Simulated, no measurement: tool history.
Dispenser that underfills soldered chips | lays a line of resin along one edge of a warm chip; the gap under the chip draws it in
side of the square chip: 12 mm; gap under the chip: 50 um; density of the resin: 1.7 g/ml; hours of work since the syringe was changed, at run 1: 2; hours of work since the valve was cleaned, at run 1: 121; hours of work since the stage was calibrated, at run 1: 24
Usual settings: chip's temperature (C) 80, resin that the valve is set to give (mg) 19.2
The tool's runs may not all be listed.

| run | hour | chip's temperature (C) | resin that the valve is set to give (mg) | hours of work since the syringe was changed | hours of work since the valve was cleaned | hours of work since the stage was calibrated | time until the resin shows at the far edge (s) | resin that the valve gave (mg) |
|---|---|---|---|---|---|---|---|---|
| 1 | 0.0 | 80 | 19.2 | 2 | 121 | 24 | 164.5 | 17.05 |
|  | 7.5 | dispensing valve cleaned and set on the balance |
| 2 | 11.0 | 80 | 19.2 | 8 | 2 | 31 | 244.9 | 19.05 |
|  | 16.2 | new syringe of resin |
| 3 | 17.9 | 80 | 19.2 | 1 | 7 | 35 | 154.6 | 19.22 |
| 4 | 28.6 | 80 | 19.2 | 8 | 13 | 42 | 236.9 | 18.83 |
|  | 34.1 | new syringe of resin |
| 5 | 39.2 | 80 | 19.2 | 3 | 20 | 48 | 181.7 | 18.72 |
| 6 | 44.7 | 80 | 19.2 | 7 | 23 | 52 | 227.1 | 18.77 |
|  | 51.5 | new syringe of resin |
| 7 | 54.0 | 80 | 17.8 | 2 | 29 | 58 | 161.5 | 17.23 |
| 8 | 64.7 | 80 | 17.8 | 8 | 36 | 65 | 254.3 | 17.03 |
|  | 69.5 | new syringe of resin |
| 9 | 76.1 | 80 | 19.2 | 4 | 43 | 72 | 191.8 | 18.29 |
| 10 | 82.3 | 80 | 19.2 | 8 | 47 | 76 | 244.8 | 18.32 |
|  | 87.5 | new syringe of resin |
| 11 | 90.3 | 80 | 19.4 | 2 | 52 | 81 | 163.2 | 18.55 |
| 12 | 99.4 | 90 | 19.2 | 8 | 58 | 86 | 172.2 | 18.26 |
|  | 105.0 | new syringe of resin |
| 13 | 107.9 | 92 | 22.2 | 2 | 63 | 92 | 107.4 | 20.91 |
| 14 | 118.0 | 92 | 22.2 | 8 | 70 | 98 | 163.0 | 20.86 |
|  | 122.6 | new syringe of resin |
| 15 | 128.2 | 90 | 19.1 | 4 | 76 | 104 | 132.9 | 17.79 |
| 16 | 135.7 | 80 | 17.4 | 8 | 81 | 109 | 255.7 | 16.06 |
|  | 141.0 | new syringe of resin |
| 17 | 142.3 | 89 | 16.8 | 1 | 85 | 113 | 117.2 | 15.62 |
| 18 | 151.8 | 70 | 20.9 | 7 | 91 | 119 | 312.5 | 19.10 |
|  | 159.3 | new syringe of resin |
| 19 | 159.8 | 87 | 21.1 | 0 | 96 | 124 | 117.8 | 19.22 |
| 20 | 171.0 | 86 | 20.4 | 7 | 103 | 131 | 190.6 | 18.53 |
|  | 177.0 | new syringe of resin |
| 21 | 184.2 | 86 | 20.4 | 5 | 111 | 140 | 157.0 | 18.50 |
|  | 194.3 | new syringe of resin |
| 22 | 197.6 | 78 | 19.7 | 2 | 120 | 148 | 177.2 | 17.74 |
| 23 | 204.7 | 78 | 19.7 | 7 | 124 | 153 | 240.9 | 17.66 |

Forecast each of these 5 alternatives for the next run:
|  | 207.8 | dispensing valve cleaned and set on the balance |
|  | 212.6 | new syringe of resin |
| A | 214.3 | 91 | 19.2 | 1 | 4 | 158 | ? | ? |
|  | 207.8 | dispensing valve cleaned and set on the balance |
|  | 212.6 | new syringe of resin |
| B | 214.3 | 74 | 17.6 | 1 | 4 | 158 | ? | ? |
|  | 207.8 | dispensing valve cleaned and set on the balance |
|  | 212.6 | new syringe of resin |
| C | 214.3 | 84 | 17.8 | 1 | 4 | 158 | ? | ? |
|  | 207.8 | dispensing valve cleaned and set on the balance |
|  | 212.6 | new syringe of resin |
| D | 214.3 | 65 | 17.0 | 1 | 4 | 158 | ? | ? |
|  | 207.8 | dispensing valve cleaned and set on the balance |
|  | 212.6 | new syringe of resin |
| E | 214.3 | 78 | 18.8 | 1 | 4 | 158 | ? | ? |

| run | time until the resin shows at the far edge (s) | resin that the valve gave (mg) |
|---|---|---|
| A | 104.6 | 19.14 |
| B | 187.5 | 17.62 |
| C | 131.8 | 17.82 |
| D | 255.7 | 16.93 |
| E | 159.3 | 18.60 |
Without the tool's hidden state the same runs would have given:
| run | time until the resin shows at the far edge (s) | resin that the valve gave (mg) |
|---|---|---|
| A | 99.7 | 19.15 |
| B | 178.9 | 17.63 |
| C | 125.6 | 17.82 |
| D | 244.2 | 16.94 |
| E | 151.9 | 18.61 |

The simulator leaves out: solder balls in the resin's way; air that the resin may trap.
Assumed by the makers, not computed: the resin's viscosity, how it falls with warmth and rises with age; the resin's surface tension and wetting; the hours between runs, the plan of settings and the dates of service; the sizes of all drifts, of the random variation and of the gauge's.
